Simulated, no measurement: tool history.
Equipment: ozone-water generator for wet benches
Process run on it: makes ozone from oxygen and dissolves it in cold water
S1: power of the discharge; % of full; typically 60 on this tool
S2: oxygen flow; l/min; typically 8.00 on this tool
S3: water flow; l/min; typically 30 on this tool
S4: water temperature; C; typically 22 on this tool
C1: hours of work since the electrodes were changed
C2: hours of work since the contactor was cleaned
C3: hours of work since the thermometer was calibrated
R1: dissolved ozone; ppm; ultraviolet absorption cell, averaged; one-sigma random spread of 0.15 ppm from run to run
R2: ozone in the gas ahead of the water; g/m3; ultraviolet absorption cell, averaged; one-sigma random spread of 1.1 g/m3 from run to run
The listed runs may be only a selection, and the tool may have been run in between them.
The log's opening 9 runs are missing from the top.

run	hour	S1	S2	S3	S4	C1	C2	C3	R1	R2
10	957.1	60	8.00	30	22	2762	2128	3061	17.3	198.8
11	1031.2	60	8.00	30	22	2826	2192	3125	17.2	199.4
12	1129.0	50	8.00	30	22	2910	2277	3210	14.9	169.9
13	1250.3	60	11.98	30	22	3015	2381	3314	17.8	168.8
14	1374.7	60	8.00	28	22	3122	2489	3422	18.3	197.5
15	1442.5	60	8.00	28	22	3181	2547	3480	18.5	196.9
16	1574.1	60	8.00	19	22	3294	2661	3594	24.8	197.8
17	1683.4	60	8.00	19	22	3389	2755	3688	24.7	197.6
18	1811.3	60	8.00	19	22	3499	2866	3799	24.7	197.3
19	1923.9	60	8.00	19	22	3596	2963	3896	24.2	195.6
20	2024.1	61	8.00	19	24	3683	3049	3982	24.2	198.4
21	2130.3	61	8.00	19	24	3774	3141	4074	24.0	199.0
22	2263.0	61	8.00	19	24	3889	3256	4188	24.1	198.0
# hour 2274.1: contactor cleaned
23	2396.1	61	8.00	19	24	4000	105	4300	23.2	195.8
24	2470.3	60	8.00	25	22	4064	169	4364	19.2	192.6
25	2531.5	60	9.15	35	18	4117	222	4417	15.1	186.4
26	2645.5	63	8.00	37	19	4216	321	4515	14.3	201.6
27	2730.8	63	8.00	37	19	4289	394	4589	14.4	200.9
28	2823.4	63	8.00	37	19	4369	474	4669	14.3	203.5
# hour 2891.4: contactor cleaned, once more
29	2955.9	62	5.83	22	17	4480	56	4780	24.1	226.2
30	3030.8	75	5.86	28	17	4545	120	4844	22.6	263.5
31	3139.1	75	5.86	30	17	4638	214	4938	20.9	260.6
32	3212.6	75	5.86	30	17	4702	277	5001	20.9	260.2
# hour 3275.2: water thermometer calibrated
33	3307.3	41	10.21	45	21	4783	359	28	8.8	127.1

Each row is a separate what-if for the run after 33, all from the same tool condition, not one after another. Results?
A	3414.0	60	8.00	26	29	4875	451	120	?	?
B	3414.0	41	14.31	45	21	4875	451	120	?	?
C	3414.0	100	10.21	36	21	4875	451	120	?	?
D	3414.0	56	10.07	30	22	4875	451	120	?	?

run	R1	R2
A	17.0	191.8
B	9.4	111.9
C	23.4	266.8
D	16.6	164.3
The same runs, with their run-to-run variation unchanged, on a tool lacking any hidden condition would have given:
run	R1	R2
A	18.4	205.7
B	9.9	116.9
C	26.3	296.3
D	18.0	175.4
